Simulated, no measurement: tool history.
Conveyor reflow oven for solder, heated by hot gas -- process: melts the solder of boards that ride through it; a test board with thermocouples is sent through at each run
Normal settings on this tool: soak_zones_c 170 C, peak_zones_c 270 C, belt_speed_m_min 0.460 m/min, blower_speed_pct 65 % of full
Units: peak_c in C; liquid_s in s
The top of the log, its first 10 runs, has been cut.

| run | hour | soak_zones_c | peak_zones_c | belt_speed_m_min | blower_speed_pct | hours of work since the flux was cleaned out | hours of work since the belt drive was overhauled | hours of work since the thermocouples were changed | peak_c | liquid_s |
|---|---|---|---|---|---|---|---|---|---|---|
| 11 | 115.5 | 165 | 270 | 0.460 | 65 | 93 | 442 | 198 | 251.2 | 73.1 |
| 12 | 129.2 | 165 | 270 | 0.460 | 65 | 99 | 448 | 204 | 251.4 | 73.2 |
| 13 | 139.5 | 165 | 270 | 0.470 | 65 | 104 | 453 | 209 | 250.1 | 70.7 |
| 14 | 148.7 | 165 | 270 | 0.470 | 65 | 108 | 457 | 213 | 250.2 | 70.5 |
| 15 | 163.1 | 165 | 270 | 0.470 | 65 | 115 | 463 | 219 | 250.1 | 70.2 |
| 16 | 172.6 | 177 | 276 | 0.432 | 79 | 119 | 468 | 224 | 263.2 | 96.7 |
| 17 | 185.6 | 156 | 265 | 0.541 | 75 | 125 | 474 | 230 | 241.5 | 47.8 |
| 18 | 196.8 | 181 | 282 | 0.475 | 54 | 130 | 479 | 235 | 259.8 | 85.5 |
| 19 | 210.4 | 181 | 282 | 0.475 | 66 | 136 | 485 | 241 | 263.7 | 88.7 |
| 20 | 226.2 | 162 | 270 | 0.460 | 80 | 144 | 492 | 248 | 254.5 | 76.0 |
| 21 | 238.5 | 158 | 276 | 0.460 | 78 | 149 | 498 | 254 | 257.9 | 78.2 |
| 22 | 252.2 | 174 | 265 | 0.460 | 65 | 156 | 504 | 260 | 248.1 | 74.2 |
| 23 | 269.1 | 159 | 278 | 0.527 | 70 | 163 | 512 | 268 | 252.8 | 61.7 |
| 24 | 277.1 | 160 | 259 | 0.434 | 65 | 167 | 515 | 271 | 242.0 | 64.8 |
| 25 | 288.1 | 181 | 270 | 0.460 | 87 | 172 | 520 | 276 | 257.8 | 88.7 |
| 26 | 303.1 | 181 | 270 | 0.460 | 87 | 179 | 527 | 283 | 257.3 | 88.7 |
| 27 | 319.3 | 170 | 279 | 0.390 | 65 | 186 | 535 | 291 | 264.6 | 105.1 |
| 28 | 336.1 | 170 | 270 | 0.460 | 85 | 194 | 542 | 298 | 255.5 | 81.0 |
| 29 | 352.9 | 170 | 258 | 0.506 | 57 | 202 | 550 | 306 | 235.2 | 46.4 |
| 30 | 368.7 | 182 | 280 | 0.501 | 60 | 209 | 557 | 313 | 257.9 | 79.5 |

4 ways to go on from here, each from the tool as it stands after run 30. What would each give?
| A | 379.3 | 182 | 280 | 0.514 | 78 | 214 | 562 | 318 | ? | ? |
| B | 379.3 | 179 | 280 | 0.533 | 60 | 214 | 562 | 318 | ? | ? |
| C | 379.3 | 182 | 280 | 0.501 | 51 | 214 | 562 | 318 | ? | ? |
| D | 379.3 | 182 | 270 | 0.422 | 60 | 214 | 562 | 318 | ? | ? |

| run | peak_c | liquid_s |
|---|---|---|
| A | 261.5 | 81.6 |
| B | 254.4 | 70.4 |
| C | 254.4 | 76.1 |
| D | 254.9 | 94.1 |
Had the tool no hidden state, the same runs would have come out as:
| run | peak_c | liquid_s |
|---|---|---|
| A | 264.0 | 82.6 |
| B | 256.7 | 71.9 |
| C | 256.4 | 77.4 |
| D | 256.8 | 95.3 |
